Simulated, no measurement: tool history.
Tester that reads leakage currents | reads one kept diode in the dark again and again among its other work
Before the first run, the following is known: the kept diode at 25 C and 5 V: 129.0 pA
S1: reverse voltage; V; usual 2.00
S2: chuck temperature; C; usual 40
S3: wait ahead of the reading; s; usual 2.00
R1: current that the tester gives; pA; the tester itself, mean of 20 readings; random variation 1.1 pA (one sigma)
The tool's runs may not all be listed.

run 1 hour=0.0 | S1=2.00 S2=40 S3=2.00 | R1=384.68
run 2 hour=164.9 | S1=2.00 S2=40 S3=2.00 | R1=383.13
run 3 hour=347.7 | S1=2.00 S2=55 S3=2.00 | R1=1279.44
run 4 hour=531.6 | S1=2.00 S2=40 S3=2.00 | R1=383.86
run 5 hour=724.2 | S1=2.00 S2=40 S3=2.00 | R1=388.66
run 6 hour=821.5 | S1=2.00 S2=40 S3=2.00 | R1=389.96
run 7 hour=990.8 | S1=2.00 S2=40 S3=2.00 | R1=387.07
-- hour=1075.4 chuck's temperature calibrated
run 8 hour=1133.8 | S1=2.00 S2=40 S3=2.00 | R1=349.89
run 9 hour=1295.4 | S1=2.00 S2=60 S3=2.00 | R1=1692.49
run 10 hour=1516.5 | S1=1.61 S2=40 S3=2.00 | R1=324.95
run 11 hour=1657.2 | S1=1.61 S2=40 S3=2.00 | R1=324.25
run 12 hour=1871.2 | S1=1.61 S2=40 S3=2.00 | R1=327.10
-- hour=1947.4 probe card cleaned and baked
run 13 hour=2057.4 | S1=1.61 S2=40 S3=2.00 | R1=324.62
run 14 hour=2285.5 | S1=1.61 S2=40 S3=2.00 | R1=327.24
run 15 hour=2471.9 | S1=5.11 S2=40 S3=2.00 | R1=496.36
run 16 hour=2620.5 | S1=5.11 S2=40 S3=2.00 | R1=499.67
run 17 hour=2784.2 | S1=5.11 S2=40 S3=2.00 | R1=500.60
run 18 hour=2980.8 | S1=5.11 S2=39 S3=2.00 | R1=462.77
run 19 hour=3146.7 | S1=2.00 S2=40 S3=2.00 | R1=360.11

Expected results for the next run?
run 20 hour=3286.5 | S1=2.00 S2=40 S3=0.58 | R1=?

R1: 359.85 pA
Minus the tool's unlogged condition, the same run would have read R1 351.17 pA.
